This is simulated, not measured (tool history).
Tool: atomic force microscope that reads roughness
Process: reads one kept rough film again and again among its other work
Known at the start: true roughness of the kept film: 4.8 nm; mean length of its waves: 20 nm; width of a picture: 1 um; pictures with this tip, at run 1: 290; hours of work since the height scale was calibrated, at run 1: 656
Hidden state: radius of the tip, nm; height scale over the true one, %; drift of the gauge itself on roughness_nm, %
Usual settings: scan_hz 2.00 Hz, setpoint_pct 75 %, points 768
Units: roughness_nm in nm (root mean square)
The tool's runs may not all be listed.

run   hour  scan_hz  setpoint_pct  points  pictures with this tip  hours of work since the height scale was calibrated  roughness_nm
  1    0.0     2.00            75     768                     290                                                  656         1.664
  2   34.4     2.00            75     768                     334                                                  682         1.548
  3   50.9     2.00            75     768                     355                                                  695         1.516
      64.9  -- new tip fitted
  4   68.3     2.00            77     768                       4                                                  708         2.754
  5  101.0     2.00            77     768                      46                                                  733         2.477
  6  136.4     2.00            77     768                      92                                                  760         2.252
  7  151.8     2.00            75     768                     112                                                  772         2.190
  8  185.3     2.00            75     768                     155                                                  798         1.999
  9  207.9     2.00            75     768                     184                                                  815         1.934
 10  228.8     2.00            74     302                     211                                                  831         1.802
 11  261.1     0.72            74     904                     253                                                  856         1.842
 12  281.1     1.55            75     949                     278                                                  871         1.701
 13  311.2     2.58            56     389                     317                                                  894         1.656
 14  328.5     2.58            56     389                     339                                                  907         1.607

Run 15 comes next. What will it give?
 15  350.8     2.00            72     810                     368                                                  925             ?

roughness_nm: 1.488 nm (root mean square)
Without the tool's hidden state the same run would have given roughness_nm 2.955 nm (root mean square).
